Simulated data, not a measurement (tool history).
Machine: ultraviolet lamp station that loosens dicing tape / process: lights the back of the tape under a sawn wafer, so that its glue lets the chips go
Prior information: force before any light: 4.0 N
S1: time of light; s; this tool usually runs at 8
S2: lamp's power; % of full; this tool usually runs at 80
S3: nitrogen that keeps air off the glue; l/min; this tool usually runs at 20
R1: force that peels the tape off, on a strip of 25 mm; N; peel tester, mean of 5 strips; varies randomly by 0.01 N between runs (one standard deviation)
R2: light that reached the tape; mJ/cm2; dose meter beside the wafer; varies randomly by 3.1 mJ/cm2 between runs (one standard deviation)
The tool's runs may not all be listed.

run     day  S1  S2  S3     R1   R2
  1       0   8  80  20  0.591  410
  2   0.408  14  80  20  0.169  714
  3   0.904  14  80  20  0.168  712
  4   1.212   8  80  20   0.61  403
  5   1.675  14  80  20  0.164  705
  6   1.996  14  80  20   0.18  706
  7   2.329   8  95  20  0.443  475
  8   2.912   8  95  20  0.445  473
  9   3.517   8  95  20   0.46  475
 10   3.896   8  80  20  0.632  391
 11   4.325   8  80  20  0.622  390
 12   4.858   8  80  20  0.641  388
 13   5.442   8  80  20  0.665  385
 14   5.946  15  80  20  0.171  726
 15   6.571  15  80  20  0.179  714
 16   6.862  15  80  20  0.176  710
 17   7.517  15  80  20  0.179  702
      7.646  -- window cleaned of glue's vapour
 18   7.946   4  80  20  1.538  208
 19   8.425   5  80  20  1.192  252
 20   8.808   5  80  20  1.229  254
 21   9.108   8  80  20  0.607  406
 22   9.721   6  80  20   0.98  301
 23  10.362   9  80  26  0.431  447
 24  10.683   9  80  26  0.415  445
 25  11.346   9  80  26  0.428  444
 26  11.825   8  76  25  0.613  374
 27  12.475   8  70  25  0.751  342
 28   12.85   8  70  25  0.724  344
 29  13.562   6  99   6  1.363  363
 30  13.979  13  69  20  0.337  534

What does the tool deliver on the next run?
 31  14.367  13  69  20   ?   ?

{"run 31": {"R1": 0.334, "R2": 532}}
With no hidden state in the tool, this same run would have given R1 0.199 N, R2 663 mJ/cm2.

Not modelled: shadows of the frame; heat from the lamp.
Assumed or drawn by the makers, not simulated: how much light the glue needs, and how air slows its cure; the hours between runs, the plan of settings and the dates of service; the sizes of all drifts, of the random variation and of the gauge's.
